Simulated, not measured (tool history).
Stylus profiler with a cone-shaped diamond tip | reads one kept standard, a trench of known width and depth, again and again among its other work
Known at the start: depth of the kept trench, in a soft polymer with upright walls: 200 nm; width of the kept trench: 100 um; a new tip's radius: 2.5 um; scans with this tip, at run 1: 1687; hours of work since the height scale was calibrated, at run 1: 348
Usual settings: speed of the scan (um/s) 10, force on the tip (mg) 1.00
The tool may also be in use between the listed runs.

run,day,speed of the scan (um/s),force on the tip (mg),scans with this tip,hours of work since the height scale was calibrated,depth of the trench (Å),width of the trench's floor (nm)
1,0.000,10,1.00,1687,348,2014.9,97900
2,1.629,10,1.00,1821,376,2013.7,97940
3,2.575,10,1.00,1899,392,2013.4,97930
4,4.004,10,1.00,2017,416,2013.4,97940
5,5.829,10,1.00,2167,447,2013.2,97900
6,6.942,10,1.00,2259,466,2014.3,97970
# day 7.096: height scale calibrated on a step standard
7,7.804,22,0.38,2329,12,2006.0,97890
8,8.617,8,2.69,2395,26,2025.5,97920
9,9.875,7,1.91,2499,47,2021.7,97950
10,11.100,36,0.94,2600,68,2011.5,97830
11,12.517,18,0.75,2717,92,2009.0,97840

Forecast each of these 3 alternatives for the next run:
A,13.404,6,0.60,2790,107,?,?
B,13.404,29,1.62,2790,107,?,?
C,13.404,17,0.45,2790,107,?,?

run,depth of the trench (Å),width of the trench's floor (nm)
A,2007.1,97930
B,2018.1,97900
C,2003.9,97880
Without the tool's hidden state the same runs would have given:
run,depth of the trench (Å),width of the trench's floor (nm)
A,2009.7,98030
B,2020.7,98000
C,2006.4,97980
